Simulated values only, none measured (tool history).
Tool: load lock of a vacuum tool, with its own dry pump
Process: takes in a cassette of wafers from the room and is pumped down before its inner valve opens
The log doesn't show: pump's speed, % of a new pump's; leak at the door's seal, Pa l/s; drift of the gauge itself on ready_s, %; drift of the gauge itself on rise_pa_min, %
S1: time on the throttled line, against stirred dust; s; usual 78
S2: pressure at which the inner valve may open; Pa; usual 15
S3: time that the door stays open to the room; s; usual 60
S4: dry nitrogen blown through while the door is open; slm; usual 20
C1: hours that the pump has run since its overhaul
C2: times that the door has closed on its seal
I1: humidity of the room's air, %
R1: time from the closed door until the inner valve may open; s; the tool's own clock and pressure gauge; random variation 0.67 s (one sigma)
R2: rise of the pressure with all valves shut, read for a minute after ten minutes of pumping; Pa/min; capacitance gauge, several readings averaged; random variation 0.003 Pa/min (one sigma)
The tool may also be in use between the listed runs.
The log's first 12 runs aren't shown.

run,hour,S1,S2,S3,S4,C1,C2,I1,R1,R2
13,5095.1,78,15,159,20,9170,22747,44.4,100.9,0.085
14,5523.4,78,15,159,20,9598,24413,46.8,99.5,0.085
15,6172.5,91,15,60,20,10247,26937,44.5,111.7,0.041
16,6468.8,91,15,60,20,10543,28089,43.1,112.0,0.041
17,7076.3,78,15,31,20,11151,30451,41.4,100.4,0.025
# hour 7180.4: dry pump taken out, an overhauled one fitted
18,7370.9,78,15,191,20,190,31574,45.8,99.1,0.093
19,7715.4,78,15,98,14,535,32913,44.9,98.8,0.066
20,8238.3,78,15,98,8,1058,34947,47.9,99.5,0.084
21,8841.0,117,15,60,16,1661,37290,42.6,134.8,0.044
22,9433.4,117,15,60,16,2253,39594,43.4,135.0,0.046
23,9823.8,117,15,60,16,2643,41112,44.5,134.5,0.041
24,10133.9,117,15,60,16,2953,42318,48.0,135.1,0.050
25,10637.0,78,26,60,25,3457,44274,46.2,98.2,0.044
# hour 10694.4: door's seal changed, seat wiped
26,11148.1,64,15,52,10,3966,1765,44.9,86.8,0.045
27,11680.7,64,15,92,22,4499,3835,44.9,86.8,0.052
28,12060.2,64,15,92,22,4878,5311,48.3,86.7,0.051
29,12708.2,99,25,30,10,5526,7831,43.5,117.6,0.026
30,13350.4,101,15,43,19,6168,10328,43.1,120.9,0.028
31,13942.1,53,15,44,19,6760,12629,46.9,77.6,0.034
32,14224.3,88,14,60,22,7042,13727,46.2,108.3,0.035
33,14777.7,88,14,60,22,7596,15878,44.9,109.2,0.037
34,15236.1,61,12,51,7,8054,17661,42.4,86.6,0.049
35,15868.9,78,14,30,9,8687,20122,46.3,100.0,0.032
36,16176.7,78,14,30,4,8995,21319,43.4,98.7,0.035

4 ways to go on from here, each from the tool as it stands after run 36. What would each give?
A,16703.3,55,25,30,5,9521,23366,42.3,?,?
B,16703.3,78,10,60,8,9521,23366,45.5,?,?
C,16703.3,78,14,30,42,9521,23366,42.5,?,?
D,16703.3,78,16,33,20,9521,23366,46.7,?,?

run,R1,R2
A,77.1,0.026
B,101.0,0.054
C,100.8,0.018
D,99.8,0.026
Without the tool's hidden state the same runs would have given:
run,R1,R2
A,77.0,0.025
B,100.9,0.053
C,100.8,0.017
D,99.8,0.025
